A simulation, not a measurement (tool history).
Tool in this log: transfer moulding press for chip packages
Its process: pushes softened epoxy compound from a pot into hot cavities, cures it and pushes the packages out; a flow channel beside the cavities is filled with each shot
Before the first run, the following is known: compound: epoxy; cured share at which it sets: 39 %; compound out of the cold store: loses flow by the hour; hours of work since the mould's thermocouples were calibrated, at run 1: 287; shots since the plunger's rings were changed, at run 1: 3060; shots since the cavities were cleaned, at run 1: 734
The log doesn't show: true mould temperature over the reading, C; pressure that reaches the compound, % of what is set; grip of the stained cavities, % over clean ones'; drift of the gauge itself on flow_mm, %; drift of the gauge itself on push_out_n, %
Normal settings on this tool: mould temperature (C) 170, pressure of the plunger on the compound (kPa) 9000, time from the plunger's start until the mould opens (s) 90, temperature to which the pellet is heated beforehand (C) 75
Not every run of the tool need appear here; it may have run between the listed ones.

run	hour	mould temperature (C)	pressure of the plunger on the compound (kPa)	time from the plunger's start until the mould opens (s)	temperature to which the pellet is heated beforehand (C)	hours of work since the mould's thermocouples were calibrated	shots since the plunger's rings were changed	shots since the cavities were cleaned	incoming compound's hours out of the cold store	length that the compound runs in the flow channel (mm)	greatest force on the pins that push the packages out (N)
1	0.0	170	9000	90	75	287	3060	734	14.8	909	476
# hour 14.1: cavities cleaned with cleaning compound and waxed
2	21.4	170	9000	90	75	298	3277	79	45.7	809	472
3	58.8	170	9000	90	75	316	3685	487	15.5	902	497
4	85.1	170	9000	90	71	330	3972	774	37.0	835	494
# hour 96.8: plunger's sealing rings changed
# hour 98.3: cavities cleaned with cleaning compound and waxed
5	130.7	170	9000	71	71	351	353	353	27.4	870	837
6	153.0	170	9000	71	71	362	597	597	32.3	851	837
# hour 178.1: cavities cleaned with cleaning compound and waxed
7	187.2	170	9000	118	71	378	953	100	33.7	844	371
8	210.1	170	9000	118	81	390	1203	350	27.9	871	361
9	235.1	170	9000	118	81	403	1476	623	22.7	877	369
# hour 259.0: cavities cleaned with cleaning compound and waxed
10	260.3	170	9770	125	75	415	1734	13	21.2	927	385
11	288.2	175	7360	125	75	429	2039	318	15.2	806	368
12	307.4	170	9220	90	75	438	2248	527	45.3	825	497
13	335.7	162	9660	86	75	453	2557	836	16.7	971	1011
# hour 339.2: cavities cleaned with cleaning compound and waxed
14	371.9	166	9000	90	70	470	2936	357	23.4	896	662
15	404.2	166	9000	90	70	486	3288	709	31.2	870	647
# hour 418.8: cavities cleaned with cleaning compound and waxed
16	436.9	166	9000	90	70	502	3628	197	18.6	912	668

Branching from run 16: 3 alternative next runs. What would each branch give?
# hour 477.9: plunger's sealing rings changed
A	480.0	165	9000	103	85	523	22	640	40.7	?	?
# hour 477.9: plunger's sealing rings changed
B	480.0	170	9100	90	75	523	22	640	31.3	?	?
# hour 477.9: plunger's sealing rings changed
C	480.0	166	9000	90	76	523	22	640	41.3	?	?

run	length that the compound runs in the flow channel (mm)	greatest force on the pins that push the packages out (N)
A	842	488
B	860	481
C	836	622
With the hidden condition removed and each run's random variation left untouched, the same runs would have given:
run	length that the compound runs in the flow channel (mm)	greatest force on the pins that push the packages out (N)
A	842	485
B	860	478
C	836	618

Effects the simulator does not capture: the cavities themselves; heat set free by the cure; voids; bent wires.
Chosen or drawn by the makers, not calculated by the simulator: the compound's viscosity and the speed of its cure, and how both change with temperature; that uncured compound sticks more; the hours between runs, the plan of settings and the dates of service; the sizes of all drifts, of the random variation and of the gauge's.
